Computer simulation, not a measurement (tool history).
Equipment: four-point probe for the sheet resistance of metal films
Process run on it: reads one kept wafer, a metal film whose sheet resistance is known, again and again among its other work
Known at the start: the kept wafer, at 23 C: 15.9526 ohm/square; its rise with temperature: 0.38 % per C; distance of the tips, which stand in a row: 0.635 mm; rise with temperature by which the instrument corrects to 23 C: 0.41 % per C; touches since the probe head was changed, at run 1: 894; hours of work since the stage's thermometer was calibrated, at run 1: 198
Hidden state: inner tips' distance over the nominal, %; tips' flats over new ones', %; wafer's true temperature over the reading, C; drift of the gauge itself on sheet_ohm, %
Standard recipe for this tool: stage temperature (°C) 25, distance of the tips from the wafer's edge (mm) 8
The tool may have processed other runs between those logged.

run,hour,stage temperature (°C),distance of the tips from the wafer's edge (mm),touches since the probe head was changed,hours of work since the stage's thermometer was calibrated,sheet resistance as the instrument gives it (ohm/square)
1,0.0,25,8,894,198,15.995628
2,20.0,31,8,1638,214,15.968221
3,39.8,25,3,2372,229,16.320568
4,61.1,19,8,3164,245,16.037298
5,79.8,25,18,3858,259,15.957322
6,100.0,25,58,4608,275,15.945910
7,116.7,25,58,5229,288,15.946246
8,127.5,25,58,5633,296,15.950590
9,140.2,25,58,6104,306,15.956546
10,150.0,25,58,6466,313,15.944275
11,164.1,25,58,6992,324,15.953063
12,179.4,25,58,7558,336,15.955704
13,193.5,25,8,8085,347,16.007205
14,212.4,25,8,8784,361,16.003132
15,224.9,25,8,9249,371,16.007141
16,243.7,25,8,9947,385,16.003417
17,252.5,32,5,10274,392,16.049879
18,267.1,20,8,10818,403,16.029819
19,283.3,20,8,11421,416,16.035921
20,292.8,21,7,11773,423,16.043074
21,309.1,21,7,12378,436,16.051314
22,322.4,21,7,12871,446,16.051091
23,341.0,19,15,13563,460,16.000683
24,359.6,22,4,14254,474,16.184802
25,369.7,31,7,14631,482,15.990196
26,384.9,18,7,15196,494,16.067019
27,394.4,23,18,15547,501,15.981782
28,408.2,23,18,16060,512,15.980088
29,417.5,31,17,16406,519,15.938559
30,432.6,21,25,16966,530,15.989166
31,444.5,30,29,17411,540,15.929720
32,466.0,32,4,18207,556,16.129441

Forecast each of these 4 alternatives for the next run:
A,475.0,22,9,18543,563,?
B,475.0,21,8,18543,563,?
C,475.0,25,4,18543,563,?
D,475.0,28,49,18543,563,?

run,sheet resistance as the instrument gives it (ohm/square)
A,16.022778
B,16.037062
C,16.177081
D,15.943606
Stripped of hidden state, with their random variation kept, the same runs would have yielded:
run,sheet resistance as the instrument gives it (ohm/square)
A,16.006116
B,16.020421
C,16.160178
D,15.926822
